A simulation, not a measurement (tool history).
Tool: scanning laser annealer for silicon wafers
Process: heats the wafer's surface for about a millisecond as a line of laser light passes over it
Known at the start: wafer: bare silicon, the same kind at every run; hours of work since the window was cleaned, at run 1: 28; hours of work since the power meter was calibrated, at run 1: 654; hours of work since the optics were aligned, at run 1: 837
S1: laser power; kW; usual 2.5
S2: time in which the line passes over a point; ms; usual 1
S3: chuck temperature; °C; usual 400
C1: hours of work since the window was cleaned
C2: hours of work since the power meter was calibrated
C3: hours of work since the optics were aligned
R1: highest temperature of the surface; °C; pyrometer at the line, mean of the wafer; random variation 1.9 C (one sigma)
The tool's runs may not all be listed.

{"run": 1, "hour": 0.0, "S1": 2.5, "S2": 1, "S3": 400, "C1": 28, "C2": 654, "C3": 837, "R1": 1134}
{"run": 2, "hour": 37.1, "S1": 2.455, "S2": 1, "S3": 400, "C1": 50, "C2": 676, "C3": 859, "R1": 1117}
{"run": 3, "hour": 57.2, "S1": 2.5, "S2": 1, "S3": 372, "C1": 62, "C2": 688, "C3": 871, "R1": 1104}
{"run": 4, "hour": 101.2, "S1": 2.5, "S2": 0.77, "S3": 400, "C1": 88, "C2": 714, "C3": 897, "R1": 1032}
{"run": 5, "hour": 143.1, "S1": 2.5, "S2": 1.01, "S3": 400, "C1": 113, "C2": 739, "C3": 922, "R1": 1127}
{"run": 6, "hour": 183.7, "S1": 2.5, "S2": 1, "S3": 400, "C1": 137, "C2": 763, "C3": 946, "R1": 1129}
{"run": 7, "hour": 205.2, "S1": 2.5, "S2": 1, "S3": 404, "C1": 150, "C2": 776, "C3": 959, "R1": 1128}
{"run": 8, "hour": 249.8, "S1": 2.5, "S2": 1, "S3": 404, "C1": 176, "C2": 803, "C3": 985, "R1": 1128}
{"run": 9, "hour": 280.7, "S1": 2.5, "S2": 1, "S3": 404, "C1": 194, "C2": 821, "C3": 1004, "R1": 1124}
{"run": 10, "hour": 314.4, "S1": 2.5, "S2": 1, "S3": 404, "C1": 214, "C2": 841, "C3": 1024, "R1": 1122}
{"run": 11, "hour": 354.9, "S1": 2.5, "S2": 1, "S3": 406, "C1": 238, "C2": 865, "C3": 1048, "R1": 1123}
{"hour": 362.5, "done": "optics aligned, line set to its width"}
{"run": 12, "hour": 378.3, "S1": 2.5, "S2": 1, "S3": 406, "C1": 249, "C2": 876, "C3": 9, "R1": 1111}
{"run": 13, "hour": 409.5, "S1": 2.5, "S2": 1, "S3": 406, "C1": 268, "C2": 894, "C3": 28, "R1": 1108}
{"run": 14, "hour": 451.8, "S1": 2.5, "S2": 1, "S3": 406, "C1": 293, "C2": 919, "C3": 53, "R1": 1110}
{"run": 15, "hour": 490.3, "S1": 2.5, "S2": 1, "S3": 406, "C1": 316, "C2": 942, "C3": 76, "R1": 1108}
{"run": 16, "hour": 518.3, "S1": 2.5, "S2": 1, "S3": 406, "C1": 332, "C2": 959, "C3": 92, "R1": 1105}
{"run": 17, "hour": 548.4, "S1": 2.513, "S2": 1.24, "S3": 400, "C1": 350, "C2": 977, "C3": 110, "R1": 1186}
{"hour": 567.3, "done": "optics aligned, line set to its width, once more"}
{"run": 18, "hour": 574.2, "S1": 2.513, "S2": 1.24, "S3": 400, "C1": 363, "C2": 989, "C3": 4, "R1": 1214}
{"run": 19, "hour": 602.8, "S1": 2.513, "S2": 1.24, "S3": 400, "C1": 380, "C2": 1006, "C3": 21, "R1": 1213}
{"run": 20, "hour": 626.7, "S1": 2.455, "S2": 1.24, "S3": 406, "C1": 394, "C2": 1020, "C3": 35, "R1": 1196}
{"run": 21, "hour": 663.3, "S1": 2.143, "S2": 1.24, "S3": 406, "C1": 415, "C2": 1042, "C3": 57, "R1": 1083}
{"run": 22, "hour": 681.6, "S1": 2.5, "S2": 1.13, "S3": 438, "C1": 426, "C2": 1053, "C3": 68, "R1": 1207}
{"run": 23, "hour": 716.0, "S1": 2.288, "S2": 0.71, "S3": 430, "C1": 447, "C2": 1073, "C3": 88, "R1": 966}
{"run": 24, "hour": 757.3, "S1": 2.288, "S2": 0.71, "S3": 430, "C1": 471, "C2": 1098, "C3": 113, "R1": 964}
{"run": 25, "hour": 794.8, "S1": 2.397, "S2": 1.13, "S3": 360, "C1": 493, "C2": 1120, "C3": 135, "R1": 1083}
{"run": 26, "hour": 818.2, "S1": 2.397, "S2": 1.13, "S3": 360, "C1": 507, "C2": 1134, "C3": 149, "R1": 1082}
{"run": 27, "hour": 856.6, "S1": 2.566, "S2": 0.96, "S3": 360, "C1": 530, "C2": 1157, "C3": 172, "R1": 1071}
{"run": 28, "hour": 879.6, "S1": 2.214, "S2": 1.06, "S3": 400, "C1": 544, "C2": 1170, "C3": 185, "R1": 1036}
{"run": 29, "hour": 916.5, "S1": 2.454, "S2": 0.83, "S3": 403, "C1": 566, "C2": 1192, "C3": 207, "R1": 1027}
{"run": 30, "hour": 957.6, "S1": 2.237, "S2": 0.83, "S3": 400, "C1": 590, "C2": 1216, "C3": 231, "R1": 965}

Forecast each of these 3 alternatives for the next run:
{"run": "A", "hour": 983.4, "S1": 2.487, "S2": 0.7, "S3": 417, "C1": 605, "C2": 1232, "C3": 247, "R1": "?"}
{"run": "B", "hour": 983.4, "S1": 2.5, "S2": 1.04, "S3": 400, "C1": 605, "C2": 1232, "C3": 247, "R1": "?"}
{"run": "C", "hour": 983.4, "S1": 2.5, "S2": 1, "S3": 394, "C1": 605, "C2": 1232, "C3": 247, "R1": "?"}

run=A R1=992
run=B R1=1116
run=C R1=1098
Without the tool's hidden state the same runs would have given:
run=A R1=1033
run=B R1=1166
run=C R1=1147
